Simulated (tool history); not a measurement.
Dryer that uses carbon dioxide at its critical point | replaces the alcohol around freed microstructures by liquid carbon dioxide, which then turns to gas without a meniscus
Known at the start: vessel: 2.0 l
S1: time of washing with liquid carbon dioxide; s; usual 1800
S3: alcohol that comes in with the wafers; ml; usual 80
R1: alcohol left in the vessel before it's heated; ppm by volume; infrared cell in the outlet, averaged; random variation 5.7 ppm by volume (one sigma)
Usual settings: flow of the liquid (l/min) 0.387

run 1 day=0 | S1=1800 flow_of_the_liquid_(l/min)=0.387 S3=80 | R1=234
run 2 day=0.188 | S1=1800 flow_of_the_liquid_(l/min)=0.295 S3=80 | R1=738
run 3 day=0.475 | S1=1800 flow_of_the_liquid_(l/min)=0.295 S3=80 | R1=701
run 4 day=0.862 | S1=1800 flow_of_the_liquid_(l/min)=0.387 S3=46 | R1=155
run 5 day=1.117 | S1=1800 flow_of_the_liquid_(l/min)=0.387 S3=80 | R1=257
run 6 day=1.383 | S1=1800 flow_of_the_liquid_(l/min)=0.387 S3=80 | R1=254
run 7 day=1.721 | S1=1800 flow_of_the_liquid_(l/min)=0.387 S3=80 | R1=253
run 8 day=2 | S1=1800 flow_of_the_liquid_(l/min)=0.387 S3=80 | R1=264
run 9 day=2.296 | S1=1800 flow_of_the_liquid_(l/min)=0.387 S3=80 | R1=270
run 10 day=2.583 | S1=1800 flow_of_the_liquid_(l/min)=0.387 S3=80 | R1=255
run 11 day=2.958 | S1=1800 flow_of_the_liquid_(l/min)=0.387 S3=80 | R1=276
run 12 day=3.183 | S1=1800 flow_of_the_liquid_(l/min)=0.387 S3=80 | R1=282
run 13 day=3.496 | S1=1800 flow_of_the_liquid_(l/min)=0.387 S3=80 | R1=275
run 14 day=3.8 | S1=1800 flow_of_the_liquid_(l/min)=0.387 S3=80 | R1=284
run 15 day=3.992 | S1=1800 flow_of_the_liquid_(l/min)=0.387 S3=80 | R1=282
run 16 day=4.154 | S1=1800 flow_of_the_liquid_(l/min)=0.387 S3=108 | R1=373
run 17 day=4.488 | S1=1800 flow_of_the_liquid_(l/min)=0.387 S3=41 | R1=164
run 18 day=4.854 | S1=1800 flow_of_the_liquid_(l/min)=0.387 S3=83 | R1=303
run 19 day=5.05 | S1=1800 flow_of_the_liquid_(l/min)=0.387 S3=80 | R1=309
run 20 day=5.25 | S1=1800 flow_of_the_liquid_(l/min)=0.387 S3=80 | R1=296
run 21 day=5.496 | S1=1800 flow_of_the_liquid_(l/min)=0.469 S3=80 | R1=143
run 22 day=5.783 | S1=2040 flow_of_the_liquid_(l/min)=0.387 S3=80 | R1=179
run 23 day=5.971 | S1=2040 flow_of_the_liquid_(l/min)=0.387 S3=80 | R1=173
run 24 day=6.25 | S1=1440 flow_of_the_liquid_(l/min)=0.565 S3=84 | R1=186
run 25 day=6.475 | S1=1680 flow_of_the_liquid_(l/min)=0.259 S3=80 | R1=1686
run 26 day=6.75 | S1=1440 flow_of_the_liquid_(l/min)=0.47 S3=75 | R1=362
run 27 day=6.988 | S1=1440 flow_of_the_liquid_(l/min)=0.47 S3=75 | R1=370
run 28 day=7.192 | S1=1800 flow_of_the_liquid_(l/min)=0.387 S3=21 | R1=121
run 29 day=7.367 | S1=1800 flow_of_the_liquid_(l/min)=0.387 S3=21 | R1=120
run 30 day=7.729 | S1=1800 flow_of_the_liquid_(l/min)=0.387 S3=21 | R1=126
run 31 day=7.942 | S1=1800 flow_of_the_liquid_(l/min)=0.315 S3=26 | R1=286
run 32 day=8.208 | S1=1800 flow_of_the_liquid_(l/min)=0.279 S3=21 | R1=335
run 33 day=8.404 | S1=1800 flow_of_the_liquid_(l/min)=0.279 S3=21 | R1=340
run 34 day=8.562 | S1=1860 flow_of_the_liquid_(l/min)=0.583 S3=65 | R1=77
run 35 day=8.838 | S1=1140 flow_of_the_liquid_(l/min)=0.497 S3=40 | R1=447
run 36 day=9.138 | S1=1140 flow_of_the_liquid_(l/min)=0.587 S3=40 | R1=253
run 37 day=9.375 | S1=1140 flow_of_the_liquid_(l/min)=0.587 S3=40 | R1=244
run 38 day=9.608 | S1=1800 flow_of_the_liquid_(l/min)=0.439 S3=85 | R1=230
run 39 day=9.958 | S1=2340 flow_of_the_liquid_(l/min)=0.318 S3=47 | R1=185
run 40 day=10.179 | S1=2040 flow_of_the_liquid_(l/min)=0.387 S3=103 | R1=258
run 41 day=10.529 | S1=1380 flow_of_the_liquid_(l/min)=0.387 S3=103 | R1=1343
run 42 day=10.688 | S1=1860 flow_of_the_liquid_(l/min)=0.294 S3=33 | R1=406
run 43 day=10.896 | S1=1800 flow_of_the_liquid_(l/min)=0.387 S3=55 | R1=277
run 44 day=11.171 | S1=1920 flow_of_the_liquid_(l/min)=0.269 S3=41 | R1=590
run 45 day=11.542 | S1=1920 flow_of_the_liquid_(l/min)=0.269 S3=41 | R1=603
run 46 day=11.85 | S1=2220 flow_of_the_liquid_(l/min)=0.353 S3=40 | R1=149

The same runs without the tool's hidden state, with the same run-to-run variation:
The hidden state here: flow that reaches the vessel past the clogged filter, %; alcohol in the recycled carbon dioxide, ppm; drift of the gauge itself on alcohol_ppm, %.
run=1 R1=172
run=2 R1=610
run=3 R1=572
run=4 R1=103
run=5 R1=182
run=6 R1=176
run=7 R1=172
run=8 R1=179
run=9 R1=182
run=10 R1=166
run=11 R1=181
run=12 R1=185
run=13 R1=174
run=14 R1=177
run=15 R1=173
run=16 R1=239
run=17 R1=89
run=18 R1=179
run=19 R1=186
run=20 R1=176
run=21 R1=67
run=22 R1=87
run=23 R1=81
run=24 R1=90
run=25 R1=1232
run=26 R1=207
run=27 R1=211
run=28 R1=48
run=29 R1=46
run=30 R1=50
run=31 R1=161
run=32 R1=197
run=33 R1=198
run=34 R1=19
run=35 R1=260
run=36 R1=124
run=37 R1=113
run=38 R1=94
run=39 R1=76
run=40 R1=103
run=41 R1=805
run=42 R1=218
run=43 R1=121
run=44 R1=331
run=45 R1=336
run=46 R1=48

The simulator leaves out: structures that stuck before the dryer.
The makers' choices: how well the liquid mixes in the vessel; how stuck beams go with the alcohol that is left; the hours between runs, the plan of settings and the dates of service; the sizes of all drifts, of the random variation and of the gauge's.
